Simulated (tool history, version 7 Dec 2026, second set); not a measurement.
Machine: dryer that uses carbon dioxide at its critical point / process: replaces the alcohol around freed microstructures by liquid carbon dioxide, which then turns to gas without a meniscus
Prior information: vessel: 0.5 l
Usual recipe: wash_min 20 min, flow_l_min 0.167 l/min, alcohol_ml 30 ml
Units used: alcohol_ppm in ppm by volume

run,day,wash_min,flow_l_min,alcohol_ml,alcohol_ppm
1,0.000,20,0.167,30,650
2,0.671,20,0.167,30,660
3,1.454,20,0.167,30,660
4,2.438,20,0.167,30,659
5,3.221,20,0.167,30,693
6,4.650,20,0.167,30,702
7,5.429,20,0.242,30,163
8,6.288,20,0.242,30,156
9,6.979,31,0.167,30,145
10,8.079,31,0.167,25,131
11,9.088,31,0.167,25,141
12,10.225,20,0.258,30,137
13,11.658,20,0.258,30,143
14,12.262,13,0.258,30,662
15,13.625,13,0.258,30,686
16,14.346,13,0.258,30,696
17,15.175,13,0.258,30,693
18,15.938,13,0.258,30,692
19,16.692,13,0.258,30,726
20,17.612,20,0.167,30,805
21,18.508,20,0.167,30,792
22,19.975,20,0.167,111,2723
23,20.908,20,0.167,80,2053
24,21.954,20,0.167,61,1598
25,22.692,17,0.167,69,3372
26,23.829,17,0.167,69,3429
27,24.458,12,0.177,25,3163
28,25.842,20,0.130,47,3396
# day 25.975: inlet filter changed
29,27.329,20,0.130,47,2536
30,28.754,23,0.167,55,566
31,29.567,23,0.167,55,564
32,30.592,20,0.164,75,1514
33,31.404,20,0.217,39,263
34,32.638,20,0.189,93,958
35,33.408,24,0.103,28,1975
36,34.250,13,0.179,94,6900
37,34.842,13,0.179,94,6982
38,36.025,18,0.167,61,1868
39,37.279,14,0.125,30,5592
40,38.271,24,0.106,38,2494
41,39.308,20,0.175,28,535
42,40.000,20,0.175,28,546
43,40.754,20,0.253,68,225
44,41.621,20,0.103,109,13392
45,42.367,21,0.172,20,406
# day 43.442: purifier's bed changed
46,43.442,26,0.118,101,3127
47,44.188,26,0.118,101,3163

Forecast each of these 4 alternatives for the next run:
A,45.317,21,0.198,45,?
B,45.317,13,0.163,30,?
C,45.317,13,0.202,20,?
D,45.317,19,0.118,22,?

run,alcohol_ppm
A,281
B,3252
C,1039
D,2115
With no hidden state in the tool, these same runs would have given:
run,alcohol_ppm
A,213
B,2834
C,872
D,1833

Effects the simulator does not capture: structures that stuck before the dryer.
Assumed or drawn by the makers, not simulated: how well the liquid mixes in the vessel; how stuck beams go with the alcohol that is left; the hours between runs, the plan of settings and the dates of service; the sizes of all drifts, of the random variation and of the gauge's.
